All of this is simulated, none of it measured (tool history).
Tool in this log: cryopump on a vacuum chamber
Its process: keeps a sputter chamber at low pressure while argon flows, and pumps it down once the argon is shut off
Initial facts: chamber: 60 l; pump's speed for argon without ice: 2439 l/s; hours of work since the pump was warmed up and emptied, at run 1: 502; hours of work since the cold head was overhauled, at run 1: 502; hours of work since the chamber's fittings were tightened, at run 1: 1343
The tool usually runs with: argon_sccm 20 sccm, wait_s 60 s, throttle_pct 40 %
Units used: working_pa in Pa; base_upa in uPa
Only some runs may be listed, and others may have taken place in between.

| run | hour | argon_sccm | wait_s | throttle_pct | hours of work since the pump was warmed up and emptied | hours of work since the cold head was overhauled | hours of work since the chamber's fittings were tightened | working_pa | base_upa |
|---|---|---|---|---|---|---|---|---|---|
| 1 | 0.0 | 20 | 60 | 40 | 502 | 502 | 1343 | 0.0403 | 1.29 |
| 2 | 38.6 | 20 | 60 | 40 | 522 | 522 | 1363 | 0.0402 | 1.32 |
| 3 | 77.9 | 20 | 60 | 40 | 543 | 543 | 1384 | 0.0404 | 1.32 |
| 4 | 120.8 | 20 | 60 | 40 | 565 | 565 | 1406 | 0.0419 | 1.28 |
| 5 | 173.5 | 20 | 60 | 40 | 593 | 593 | 1434 | 0.0418 | 1.34 |
| 6 | 208.7 | 20 | 29 | 40 | 612 | 612 | 1452 | 0.0425 | 2.32 |
| 7 | 233.8 | 20 | 60 | 26 | 625 | 625 | 1466 | 0.0603 | 1.37 |
|  | 268.8 | pump warmed up, emptied and cooled again |
| 8 | 272.2 | 20 | 60 | 26 | 2 | 642 | 1483 | 0.0533 | 1.22 |
| 9 | 301.4 | 20 | 60 | 26 | 17 | 658 | 1498 | 0.0536 | 1.19 |
| 10 | 326.0 | 20 | 60 | 26 | 30 | 671 | 1511 | 0.0534 | 1.18 |
| 11 | 380.4 | 20 | 60 | 26 | 59 | 699 | 1540 | 0.0547 | 1.23 |
| 12 | 410.8 | 20 | 60 | 26 | 75 | 715 | 1556 | 0.0539 | 1.16 |
| 13 | 465.7 | 20 | 60 | 26 | 103 | 744 | 1585 | 0.0537 | 1.22 |
| 14 | 497.6 | 20 | 60 | 40 | 120 | 761 | 1601 | 0.0351 | 1.21 |
| 15 | 524.3 | 20 | 60 | 40 | 134 | 775 | 1616 | 0.0360 | 1.25 |
| 16 | 567.4 | 20 | 60 | 40 | 157 | 797 | 1638 | 0.0365 | 1.24 |
| 17 | 616.0 | 20 | 60 | 40 | 182 | 823 | 1664 | 0.0355 | 1.26 |
| 18 | 670.5 | 20 | 60 | 40 | 211 | 851 | 1692 | 0.0374 | 1.26 |
| 19 | 701.7 | 9 | 47 | 40 | 227 | 868 | 1709 | 0.0170 | 1.49 |

Run 20 has not been measured yet. What should we expect?
| 20 | 738.3 | 20 | 272 | 40 | 246 | 887 | 1728 | ? | ? |

{"run 20": {"working_pa": 0.0362, "base_upa": 0.63}}
If the tool had no hidden condition, the same run with the same run-to-run variation would have returned working_pa 0.0339 Pa, base_upa 0.29 uPa.
